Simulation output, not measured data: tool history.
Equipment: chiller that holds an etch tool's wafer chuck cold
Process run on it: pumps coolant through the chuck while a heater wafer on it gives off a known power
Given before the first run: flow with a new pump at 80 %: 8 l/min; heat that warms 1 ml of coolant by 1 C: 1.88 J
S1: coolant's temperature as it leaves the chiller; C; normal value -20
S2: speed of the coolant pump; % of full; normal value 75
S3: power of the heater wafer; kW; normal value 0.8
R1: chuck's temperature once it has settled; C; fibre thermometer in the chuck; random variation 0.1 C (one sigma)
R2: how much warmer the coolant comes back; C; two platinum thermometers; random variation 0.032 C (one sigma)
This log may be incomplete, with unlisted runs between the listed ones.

run	hour	S1	S2	S3	R1	R2
1	0	-20	75	0.8	-9	3.43
2	83.2	-20	75	0.8	-9.1	3.36
3	144.5	-20	75	0.8	-9.1	3.42
4	264.9	-20	75	0.8	-9.1	3.46
5	335	-20	75	0.8	-9	3.41
# hour 381.3: chiller's thermometer calibrated
6	447.7	-20	75	0.542	-12.6	2.31
7	558.4	-20	75	0.8	-9	3.52
8	645.3	-20	75	0.8	-8.9	3.43
9	759.3	-20	75	0.8	-9.3	3.47
10	875.7	-20	75	0.8	-8.9	3.53
11	968.5	-20	75	0.8	-8.9	3.49
12	1028.2	-21	75	0.848	-9.6	3.75
13	1100.7	-21	89	1.105	-7.9	4.12
14	1221.3	-20	75	0.919	-7.5	4.06
15	1290.2	-19	83	0.67	-10.6	2.75
16	1379.5	-19	83	0.67	-10.4	2.76
17	1496.6	-19	83	0.67	-10.5	2.74
18	1585.4	-19	83	0.67	-10.6	2.69
19	1640.1	-20	97	0.516	-14.2	1.83
20	1714.6	-28	97	1.147	-15.4	3.93
21	1814.7	-20	75	0.558	-12.4	2.54
22	1907.9	-21	75	0.794	-10.1	3.53

Consider 4 possible next runs. They are alternatives, not a sequence: every one starts from the tool as it was left by run 22. What does each give?
A	1981.9	-20	76	0.8	?	?
B	1981.9	-24	61	0.727	?	?
C	1981.9	-18	65	0.522	?	?
D	1981.9	-11	64	0.513	?	?

run	R1	R2
A	-9.4	3.56
B	-12	3.96
C	-10	2.77
D	-3.2	2.68
With the hidden condition removed and each run's random variation left untouched, the same runs would have given:
run	R1	R2
A	-9.4	3.38
B	-12	3.78
C	-10	2.6
D	-3.2	2.51

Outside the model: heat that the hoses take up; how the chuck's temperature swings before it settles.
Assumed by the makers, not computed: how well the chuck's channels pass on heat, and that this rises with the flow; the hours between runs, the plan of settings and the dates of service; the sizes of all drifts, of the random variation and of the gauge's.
